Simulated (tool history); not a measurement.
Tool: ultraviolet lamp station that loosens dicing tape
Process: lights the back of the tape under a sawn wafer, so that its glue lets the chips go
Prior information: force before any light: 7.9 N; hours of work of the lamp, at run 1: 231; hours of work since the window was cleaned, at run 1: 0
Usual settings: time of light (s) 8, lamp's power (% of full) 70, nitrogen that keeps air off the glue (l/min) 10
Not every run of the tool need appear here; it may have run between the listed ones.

run	hour	time of light (s)	lamp's power (% of full)	nitrogen that keeps air off the glue (l/min)	hours of work of the lamp	hours of work since the window was cleaned	force that peels the tape off (N)	light that reached the tape (J/m2)
1	0.0	8	70	10	231	0	1.107	3790
2	11.0	8	70	10	235	5	1.164	3770
3	18.8	8	70	10	239	8	1.175	3720
4	30.9	8	70	10	244	13	1.133	3690
5	38.8	8	70	10	247	16	1.146	3720
6	48.4	8	70	10	251	20	1.149	3690
7	60.9	8	70	10	256	25	1.203	3670
8	70.4	8	85	10	260	29	0.788	4460
9	80.6	8	85	10	264	33	0.806	4460
10	90.9	11	60	8	268	37	0.951	4260
11	97.2	11	60	8	271	40	0.959	4320
12	103.1	8	68	4	273	42	1.832	3570
13	109.0	8	70	17	276	45	1.016	3680
14	121.4	5	70	17	281	50	2.092	2230
15	135.5	5	81	6	287	56	2.410	2550
16	142.3	8	69	5	290	59	1.660	3580

Predict each of these 4 candidate next runs independently; none follows another, all start after run 16:
A	152.3	15	63	5	294	63	?	?
B	152.3	8	73	4	294	63	?	?
C	152.3	8	69	6	294	63	?	?
D	152.3	5	69	5	294	63	?	?

run	force that peels the tape off (N)	light that reached the tape (J/m2)
A	0.601	6040
B	1.673	3720
C	1.609	3560
D	2.927	2200
Take away the tool's hidden state, keep each run's random variation, and the runs would have read:
run	force that peels the tape off (N)	light that reached the tape (J/m2)
A	0.469	6680
B	1.427	4120
C	1.361	3940
D	2.644	2430
